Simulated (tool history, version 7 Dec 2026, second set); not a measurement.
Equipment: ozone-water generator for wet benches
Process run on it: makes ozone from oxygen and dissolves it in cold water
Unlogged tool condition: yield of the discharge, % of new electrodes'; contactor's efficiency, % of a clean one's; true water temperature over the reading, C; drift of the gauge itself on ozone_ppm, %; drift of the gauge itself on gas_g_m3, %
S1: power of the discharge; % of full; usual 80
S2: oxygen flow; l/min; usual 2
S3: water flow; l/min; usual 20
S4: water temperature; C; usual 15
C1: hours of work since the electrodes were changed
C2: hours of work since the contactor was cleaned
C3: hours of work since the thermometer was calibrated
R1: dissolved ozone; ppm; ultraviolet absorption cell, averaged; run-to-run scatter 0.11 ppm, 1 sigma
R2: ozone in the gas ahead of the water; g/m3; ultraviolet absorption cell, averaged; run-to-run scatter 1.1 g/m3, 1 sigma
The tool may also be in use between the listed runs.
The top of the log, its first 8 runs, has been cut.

Run 9, hour 265: usual settings but S4 16 C; C1 559; C2 3422; C3 1696. Result: R1 8.1 ppm, R2 182.3 g/m3.
Run 10, hour 288.3: usual settings but S4 16 C; C1 576; C2 3439; C3 1713. Result: R1 8.1 ppm, R2 181.2 g/m3.
Run 11, hour 327.5: usual settings but S2 1.99 l/min; C1 605; C2 3467; C3 1742. Result: R1 8.3 ppm, R2 182.1 g/m3.
Run 12, hour 351.8: usual settings; C1 622; C2 3485; C3 1760. Result: R1 8.2 ppm, R2 182.5 g/m3.
Run 13, hour 370: usual settings; C1 636; C2 3498; C3 1773. Result: R1 8.1 ppm, R2 181.5 g/m3.
Run 14, hour 409: usual settings; C1 664; C2 3527; C3 1801. Result: R1 8.1 ppm, R2 181.4 g/m3.
Run 15, hour 442.5: usual settings; C1 688; C2 3551; C3 1826. Result: R1 8.1 ppm, R2 180.8 g/m3.
Run 16, hour 471.1: usual settings; C1 709; C2 3572; C3 1847. Result: R1 8.2 ppm, R2 181.4 g/m3.
Run 17, hour 500.4: usual settings; C1 731; C2 3593; C3 1868. Result: R1 8.2 ppm, R2 181.2 g/m3.
Run 18, hour 525.5: usual settings but S2 1.7 l/min, S3 24 l/min, S4 21 C; C1 749; C2 3612; C3 1886. Result: R1 6 ppm, R2 202 g/m3.
Run 19, hour 560: usual settings but S2 1.7 l/min, S3 24 l/min, S4 21 C; C1 774; C2 3637; C3 1911. Result: R1 6.1 ppm, R2 204.7 g/m3.
Run 20, hour 578.3: usual settings but S1 60 % of full, S2 1.1 l/min, S3 16 l/min, S4 13 C; C1 787; C2 3650; C3 1925. Result: R1 8.5 ppm, R2 234.1 g/m3.
Run 21, hour 610.6: usual settings but S1 41 % of full, S2 3.5 l/min, S3 16 l/min, S4 12 C; C1 811; C2 3673; C3 1948. Result: R1 7.5 ppm, R2 83 g/m3.
Run 22, hour 636.7: usual settings but S1 41 % of full, S2 3.5 l/min, S3 16 l/min, S4 14 C; C1 830; C2 3693; C3 1967. Result: R1 7.4 ppm, R2 83 g/m3.
Run 23, hour 668.9: usual settings but S1 42 % of full, S2 3.5 l/min, S3 16 l/min, S4 10 C; C1 853; C2 3716; C3 1991. Result: R1 7.9 ppm, R2 85.1 g/m3.
Run 24, hour 691.4: usual settings but S1 59 % of full, S3 23 l/min, S4 7 C; C1 870; C2 3732; C3 2007. Result: R1 6.1 ppm, R2 151.3 g/m3.
Run 25, hour 730: usual settings but S1 59 % of full, S3 23 l/min, S4 7 C; C1 898; C2 3760; C3 2035. Result: R1 5.9 ppm, R2 150.9 g/m3.
Run 26, hour 751.8: usual settings but S1 52 % of full, S2 2.55 l/min, S3 17 l/min, S4 20 C; C1 914; C2 3776; C3 2051. Result: R1 7.2 ppm, R2 118.8 g/m3.
Run 27, hour 788.9: usual settings but S1 52 % of full, S2 2.55 l/min, S3 16 l/min, S4 20 C; C1 941; C2 3803; C3 2078. Result: R1 8.2 ppm, R2 119.4 g/m3.
Run 28, hour 828.3: usual settings but S2 1.03 l/min; C1 969; C2 3832; C3 2107. Result: R1 7.3 ppm, R2 287.7 g/m3.
Run 29, hour 867.2: usual settings but S2 1.03 l/min; C1 998; C2 3860; C3 2135. Result: R1 7.6 ppm, R2 287.5 g/m3.
Run 30, hour 888.7: usual settings but S1 57 % of full, S2 1.35 l/min, S3 27 l/min, S4 16 C; C1 1013; C2 3876; C3 2151. Result: R1 4.2 ppm, R2 195.9 g/m3.
Run 31, hour 913.4: usual settings but S4 18 C; C1 1031; C2 3894; C3 2169. Result: R1 7.7 ppm, R2 180.2 g/m3.
Run 32, hour 937.5: usual settings but S4 18 C; C1 1049; C2 3911; C3 2186. Result: R1 7.8 ppm, R2 179.2 g/m3.
Run 33, hour 966.3: usual settings but S4 18 C; C1 1070; C2 3932; C3 2207. Result: R1 8 ppm, R2 179.2 g/m3.

Forecast each of these 4 alternatives for the next run:
Run A, hour 1002.3: usual settings but S2 1.04 l/min, S3 18 l/min, S4 11 C; C1 1096; C2 3959; C3 2233. Result: R1 ?, R2 ?.
Run B, hour 1002.3: usual settings but S1 55 % of full, S2 2.08 l/min, S4 18 C; C1 1096; C2 3959; C3 2233. Result: R1 ?, R2 ?.
Run C, hour 1002.3: usual settings but S2 3.35 l/min, S4 22 C; C1 1096; C2 3959; C3 2233. Result: R1 ?, R2 ?.
Run D, hour 1002.3: usual settings but S4 9 C; C1 1096; C2 3959; C3 2233. Result: R1 ?, R2 ?.

run   R1     R2
  A  8.8  282.9
  B  6.4    142
  C  7.8  125.4
  D  8.4  179.7
What these runs would have given with no unlogged condition in the tool:
run   R1     R2
  A  9.4  293.5
  B  6.8  146.3
  C  8.4  130.1
  D  8.9  186.5

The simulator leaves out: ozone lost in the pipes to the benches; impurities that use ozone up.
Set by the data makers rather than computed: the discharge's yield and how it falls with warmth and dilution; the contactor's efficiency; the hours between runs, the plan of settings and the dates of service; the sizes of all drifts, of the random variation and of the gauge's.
